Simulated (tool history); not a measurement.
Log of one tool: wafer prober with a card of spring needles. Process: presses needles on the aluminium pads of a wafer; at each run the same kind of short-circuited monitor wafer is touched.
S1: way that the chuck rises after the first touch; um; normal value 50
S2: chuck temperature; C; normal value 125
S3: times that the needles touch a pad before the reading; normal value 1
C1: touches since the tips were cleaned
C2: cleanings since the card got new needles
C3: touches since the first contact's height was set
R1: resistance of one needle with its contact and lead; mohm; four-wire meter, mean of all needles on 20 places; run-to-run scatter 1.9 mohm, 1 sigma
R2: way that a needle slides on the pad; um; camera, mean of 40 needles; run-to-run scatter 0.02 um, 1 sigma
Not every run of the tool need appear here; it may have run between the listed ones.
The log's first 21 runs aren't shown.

run	hour	S1	S2	S3	C1	C2	C3	R1	R2
22	137.2	50	81	3	7777	31	36364	239	12.15
# hour 138.2: tips cleaned on abrasive film
23	146.6	43	76	1	4889	32	41800	320	10.39
# hour 152.6: tips cleaned on abrasive film
24	154.8	53	65	2	1291	33	46516	218	12.78
25	160.3	44	65	2	4510	33	49735	270	10.61
# hour 167.0: tips cleaned on abrasive film
26	167.1	42	44	2	63	34	53658	205	10.14
27	173.4	50	44	1	3770	34	57365	276	12.06
28	180.4	38	85	3	7860	34	61455	275	9.12
# hour 181.7: tips cleaned on abrasive film
29	184.9	49	96	2	1864	35	64022	232	11.80
30	192.9	70	41	1	6520	35	68678	243	16.93
# hour 196.4: tips cleaned on abrasive film
31	200.4	32	75	3	2379	36	73013	268	7.65
32	208.9	32	75	3	7354	36	77988	307	7.68
# hour 211.0: tips cleaned on abrasive film
33	217.0	43	125	1	3496	37	82632	309	10.31
34	223.5	41	27	1	7281	37	86417	359	9.85

Here are 3 independent what-if runs from the current tool condition. What would each one return?
# hour 225.6: tips cleaned on abrasive film
A	228.1	41	79	1	1490	38	89075	?	?
# hour 225.6: tips cleaned on abrasive film
B	228.1	35	124	1	1490	38	89075	?	?
# hour 225.6: tips cleaned on abrasive film
C	228.1	50	125	2	1490	38	89075	?	?

run	R1	R2
A	265	9.82
B	301	8.34
C	233	11.97
With no hidden state in the tool, these same runs would have given:
run	R1	R2
A	203	9.98
B	223	8.50
C	208	12.13
